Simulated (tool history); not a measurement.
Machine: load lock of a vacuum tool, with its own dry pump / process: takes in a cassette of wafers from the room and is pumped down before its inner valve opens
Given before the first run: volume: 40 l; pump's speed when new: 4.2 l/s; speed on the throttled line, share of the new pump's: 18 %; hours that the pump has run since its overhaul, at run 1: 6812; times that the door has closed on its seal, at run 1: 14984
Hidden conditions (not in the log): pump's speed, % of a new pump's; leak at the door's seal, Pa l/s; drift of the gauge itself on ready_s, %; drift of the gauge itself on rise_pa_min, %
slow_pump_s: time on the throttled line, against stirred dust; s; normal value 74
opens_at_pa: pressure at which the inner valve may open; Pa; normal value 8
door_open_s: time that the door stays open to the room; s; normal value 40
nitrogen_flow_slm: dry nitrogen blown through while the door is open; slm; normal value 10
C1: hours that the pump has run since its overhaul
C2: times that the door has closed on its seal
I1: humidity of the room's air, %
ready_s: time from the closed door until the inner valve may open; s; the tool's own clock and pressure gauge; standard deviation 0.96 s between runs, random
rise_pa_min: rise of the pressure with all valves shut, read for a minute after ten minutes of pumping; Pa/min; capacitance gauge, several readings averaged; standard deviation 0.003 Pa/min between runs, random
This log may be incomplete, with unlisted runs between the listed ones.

Run 1, hour 0: usual settings; C1 6812; C2 14984; I1 45.4. Result: ready_s 156.2 s, rise_pa_min 0.093 Pa/min.
Run 2, hour 318: usual settings; C1 7130; C2 15442; I1 46.9. Result: ready_s 156.8 s, rise_pa_min 0.095 Pa/min.
Run 3, hour 697: usual settings; C1 7509; C2 15988; I1 43.7. Result: ready_s 156.8 s, rise_pa_min 0.089 Pa/min.
Run 4, hour 1166: usual settings; C1 7978; C2 16664; I1 44.8. Result: ready_s 156.7 s, rise_pa_min 0.098 Pa/min.
Run 5, hour 1426.8: usual settings; C1 8239; C2 17040; I1 42.9. Result: ready_s 158.5 s, rise_pa_min 0.09 Pa/min.
Run 6, hour 1926.1: usual settings but slow_pump_s 72 s; C1 8739; C2 17760; I1 42.3. Result: ready_s 155.8 s, rise_pa_min 0.087 Pa/min.
Run 7, hour 2356.3: usual settings but slow_pump_s 72 s; C1 9169; C2 18380; I1 44.8. Result: ready_s 156.4 s, rise_pa_min 0.101 Pa/min.
Run 8, hour 2628.9: usual settings but slow_pump_s 72 s, door_open_s 28 s; C1 9441; C2 18772; I1 45.7. Result: ready_s 156.8 s, rise_pa_min 0.092 Pa/min.
Run 9, hour 2868.8: usual settings; C1 9681; C2 19118; I1 46.2. Result: ready_s 157 s, rise_pa_min 0.101 Pa/min.
Run 10, hour 3297.4: usual settings; C1 10110; C2 19736; I1 45.2. Result: ready_s 160.5 s, rise_pa_min 0.105 Pa/min.
Run 11, hour 3701.8: usual settings; C1 10514; C2 20319; I1 47.7. Result: ready_s 158.2 s, rise_pa_min 0.105 Pa/min.
Run 12, hour 4021.9: usual settings; C1 10834; C2 20780; I1 43.9. Result: ready_s 159.2 s, rise_pa_min 0.105 Pa/min.
Run 13, hour 4236: usual settings; C1 11048; C2 21089; I1 45.5. Result: ready_s 160 s, rise_pa_min 0.107 Pa/min.
Run 14, hour 4681.1: usual settings; C1 11494; C2 21730; I1 48.1. Result: ready_s 159.1 s, rise_pa_min 0.111 Pa/min.
Run 15, hour 4937.7: usual settings but slow_pump_s 68 s, opens_at_pa 13 Pa, door_open_s 95 s, nitrogen_flow_slm 4 slm; C1 11750; C2 22100; I1 42.3. Result: ready_s 148.2 s, rise_pa_min 0.138 Pa/min.
Run 16, hour 5403: usual settings but slow_pump_s 60 s, opens_at_pa 15 Pa; C1 12215; C2 22771; I1 44.8. Result: ready_s 143.4 s, rise_pa_min 0.111 Pa/min.
Run 17, hour 5716.3: usual settings but slow_pump_s 66 s, opens_at_pa 15 Pa, door_open_s 171 s; C1 12529; C2 23222; I1 44.2. Result: ready_s 147.6 s, rise_pa_min 0.154 Pa/min.
Run 18, hour 6038.2: usual settings but slow_pump_s 58 s; C1 12851; C2 23686; I1 43.8. Result: ready_s 147.7 s, rise_pa_min 0.112 Pa/min.
Run 19, hour 6396.5: usual settings but slow_pump_s 38 s, nitrogen_flow_slm 17 slm; C1 13209; C2 24202; I1 46.1. Result: ready_s 131.9 s, rise_pa_min 0.113 Pa/min.
Run 20, hour 6757: usual settings but slow_pump_s 112 s, door_open_s 114 s; C1 13569; C2 24722; I1 43.1. Result: ready_s 192.7 s, rise_pa_min 0.148 Pa/min.
Run 21, hour 7124.7: usual settings but door_open_s 90 s, nitrogen_flow_slm 23 slm; C1 13937; C2 25252; I1 45.9. Result: ready_s 160.8 s, rise_pa_min 0.128 Pa/min.
Run 22, hour 7514.4: usual settings but slow_pump_s 76 s, nitrogen_flow_slm 8 slm; C1 14327; C2 25814; I1 40.9. Result: ready_s 163.6 s, rise_pa_min 0.118 Pa/min.
Run 23, hour 7754.5: usual settings but slow_pump_s 101 s, door_open_s 77 s, nitrogen_flow_slm 41 slm; C1 14567; C2 26160; I1 43.3. Result: ready_s 183.5 s, rise_pa_min 0.117 Pa/min.
Run 24, hour 8072.2: usual settings but opens_at_pa 14 Pa, nitrogen_flow_slm 34 slm; C1 14885; C2 26617; I1 46.6. Result: ready_s 157.7 s, rise_pa_min 0.11 Pa/min.
Run 25, hour 8336.7: usual settings but door_open_s 36 s; C1 15149; C2 26999; I1 45.7. Result: ready_s 162.6 s, rise_pa_min 0.128 Pa/min.
Run 26, hour 8624.7: usual settings but slow_pump_s 95 s, opens_at_pa 9 Pa, nitrogen_flow_slm 6 slm; C1 15437; C2 27414; I1 46. Result: ready_s 179.9 s, rise_pa_min 0.135 Pa/min.
Run 27, hour 8898.6: usual settings but door_open_s 143 s; C1 15711; C2 27808; I1 41.1. Result: ready_s 162.8 s, rise_pa_min 0.163 Pa/min.

Alternative continuations, all from the tool just after run 27; predict every row:
Run A, hour 9165.6: usual settings but door_open_s 239 s; C1 15978; C2 28193; I1 48.3. Result: ready_s ?, rise_pa_min ?.
Run B, hour 9165.6: usual settings but door_open_s 143 s, nitrogen_flow_slm 21 slm; C1 15978; C2 28193; I1 43. Result: ready_s ?, rise_pa_min ?.
Run C, hour 9165.6: usual settings but opens_at_pa 11 Pa; C1 15978; C2 28193; I1 46. Result: ready_s ?, rise_pa_min ?.

run  ready_s  rise_pa_min
  A    163.1        0.195
  B      162        0.146
  C    158.7        0.136
With the hidden condition removed and each run's random variation left untouched, the same runs would have given:
run  ready_s  rise_pa_min
  A    150.7        0.116
  B    149.8        0.067
  C    147.1        0.057
